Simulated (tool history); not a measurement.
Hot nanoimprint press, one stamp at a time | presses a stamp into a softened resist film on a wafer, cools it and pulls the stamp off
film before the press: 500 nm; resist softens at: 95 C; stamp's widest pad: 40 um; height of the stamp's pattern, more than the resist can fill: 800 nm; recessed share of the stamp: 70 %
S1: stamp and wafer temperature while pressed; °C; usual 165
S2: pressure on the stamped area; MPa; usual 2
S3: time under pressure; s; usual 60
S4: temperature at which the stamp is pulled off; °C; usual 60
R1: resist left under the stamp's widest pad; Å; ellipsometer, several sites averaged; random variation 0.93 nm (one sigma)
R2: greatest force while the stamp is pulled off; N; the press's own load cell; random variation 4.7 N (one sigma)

| run | hour | S1 | S2 | S3 | S4 | R1 | R2 |
|---|---|---|---|---|---|---|---|
| 1 | 0 | 165 | 2 | 60 | 60 | 2396 | 255 |
| 2 | 6.6 | 155 | 2 | 60 | 60 | 3735 | 265 |
| 3 | 14.1 | 155 | 2 | 60 | 60 | 3706 | 271 |
| 4 | 20.6 | 155 | 2 | 60 | 60 | 3737 | 272 |
| 5 | 30.7 | 165 | 2 | 46 | 60 | 2656 | 261 |
| 6 | 35.2 | 165 | 2 | 60 | 60 | 2403 | 273 |
| 7 | 41.4 | 165 | 2 | 60 | 60 | 2369 | 275 |
| 8 | 52.4 | 165 | 2 | 60 | 60 | 2406 | 272 |
| 9 | 58.2 | 165 | 2 | 60 | 60 | 2398 | 276 |
| 10 | 68.2 | 165 | 2 | 60 | 60 | 2405 | 282 |
| 11 | 75 | 165 | 2 | 60 | 60 | 2388 | 286 |
| 12 | 80.4 | 165 | 2 | 60 | 55 | 2420 | 328 |
| 13 | 87.2 | 165 | 2 | 60 | 55 | 2408 | 319 |
| 14 | 93.4 | 165 | 2 | 60 | 55 | 2436 | 332 |
| 15 | 103.5 | 155 | 2.21 | 60 | 55 | 3684 | 338 |
| 16 | 114.2 | 171 | 2.21 | 60 | 47 | 1681 | 398 |
| 17 | 123.4 | 166 | 1.78 | 101 | 55 | 1987 | 340 |
|  | 135.8 | stamp cleaned and given a new release coat |
| 18 | 139.5 | 162 | 2.35 | 80 | 63 | 2400 | 213 |
| 19 | 146.1 | 173 | 1.37 | 91 | 53 | 1575 | 282 |
| 20 | 156.6 | 177 | 2 | 77 | 58 | 1153 | 248 |
| 21 | 163.1 | 165 | 1.79 | 35 | 54 | 3056 | 289 |
| 22 | 171.1 | 165 | 2 | 31 | 60 | 3079 | 248 |
| 23 | 179.6 | 165 | 2 | 31 | 60 | 3063 | 240 |
| 24 | 186.8 | 171 | 1.83 | 31 | 60 | 2399 | 248 |
|  | 194.8 | plate thermocouple calibrated |
| 25 | 198.3 | 154 | 1.83 | 31 | 47 | 4306 | 337 |
| 26 | 208.8 | 156 | 1.84 | 115 | 50 | 3051 | 324 |

4 ways to go on from here, each from the tool as it stands after run 26. What would each give?
| A | 214.3 | 156 | 2 | 36 | 50 | ? | ? |
| B | 214.3 | 156 | 1.47 | 115 | 50 | ? | ? |
| C | 214.3 | 155 | 1.84 | 115 | 53 | ? | ? |
| D | 214.3 | 165 | 2.47 | 51 | 60 | ? | ? |

| run | R1 | R2 |
|---|---|---|
| A | 3994 | 320 |
| B | 3269 | 318 |
| C | 3223 | 309 |
| D | 2286 | 259 |
Without the tool's hidden state the same runs would have given:
| run | R1 | R2 |
|---|---|---|
| A | 3972 | 289 |
| B | 3248 | 288 |
| C | 3197 | 280 |
| D | 2254 | 234 |
